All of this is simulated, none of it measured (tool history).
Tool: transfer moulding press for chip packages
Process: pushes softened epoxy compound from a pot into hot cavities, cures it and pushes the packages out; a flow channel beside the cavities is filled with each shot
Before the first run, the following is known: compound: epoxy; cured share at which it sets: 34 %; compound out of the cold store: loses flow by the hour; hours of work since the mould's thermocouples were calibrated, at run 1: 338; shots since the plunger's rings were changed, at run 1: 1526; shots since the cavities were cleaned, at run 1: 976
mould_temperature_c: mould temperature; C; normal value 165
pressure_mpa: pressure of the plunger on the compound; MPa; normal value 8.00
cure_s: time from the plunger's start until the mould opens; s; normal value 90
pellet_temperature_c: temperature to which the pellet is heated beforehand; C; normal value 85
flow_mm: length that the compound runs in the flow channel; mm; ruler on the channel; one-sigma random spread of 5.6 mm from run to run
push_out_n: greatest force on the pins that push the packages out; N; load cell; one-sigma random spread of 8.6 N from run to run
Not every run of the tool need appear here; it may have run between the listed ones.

run	hour	mould_temperature_c	pressure_mpa	cure_s	pellet_temperature_c	hours of work since the mould's thermocouples were calibrated	shots since the plunger's rings were changed	shots since the cavities were cleaned	incoming compound's hours out of the cold store	flow_mm	push_out_n
1	0.0	165	8.00	90	85	338	1526	976	8.1	1006	729
# hour 11.4: cavities cleaned with cleaning compound and waxed
2	35.6	165	8.00	90	85	365	2052	372	43.2	896	528
3	66.8	165	8.00	108	85	389	2534	854	35.9	904	533
# hour 86.1: cavities cleaned with cleaning compound and waxed
4	92.8	165	8.00	108	85	408	2912	104	17.8	953	351
# hour 115.7: plunger's sealing rings changed
5	115.7	165	6.28	108	85	423	0	419	22.8	875	444
6	142.8	157	7.71	72	76	444	417	836	23.1	995	1805
# hour 161.8: cavities cleaned with cleaning compound and waxed
7	161.8	157	7.71	72	76	458	687	0	45.8	925	941
8	181.5	166	7.16	74	88	473	992	305	17.7	924	685
9	211.2	166	7.16	74	88	496	1450	763	35.5	862	833
# hour 234.8: cavities cleaned with cleaning compound and waxed
10	234.8	166	7.16	74	88	513	1791	0	43.0	837	464

Below, some changes in flow_mm between adjacent runs. For each, the amount present without the hidden state too (settings, incoming material, random variation) and the amount remaining for the hidden state with gauge scatter not shared by both compared results:
What the log doesn't record here: true mould temperature over the reading, C; pressure that reaches the compound, % of what is set; grip of the stained cavities, % over clean ones'; drift of the gauge itself on flow_mm, %; drift of the gauge itself on push_out_n, %.
Run 4 -> 5: pressure_mpa 8.00 -> 6.28, plunger's sealing rings changed. flow_mm -78 mm: hidden state +56, all else -134.
Run 5 -> 6: mould_temperature_c 165 -> 157, pressure_mpa 6.28 -> 7.71, cure_s 108 -> 72, pellet_temperature_c 85 -> 76. flow_mm +120 mm: hidden state -9, all else +129.
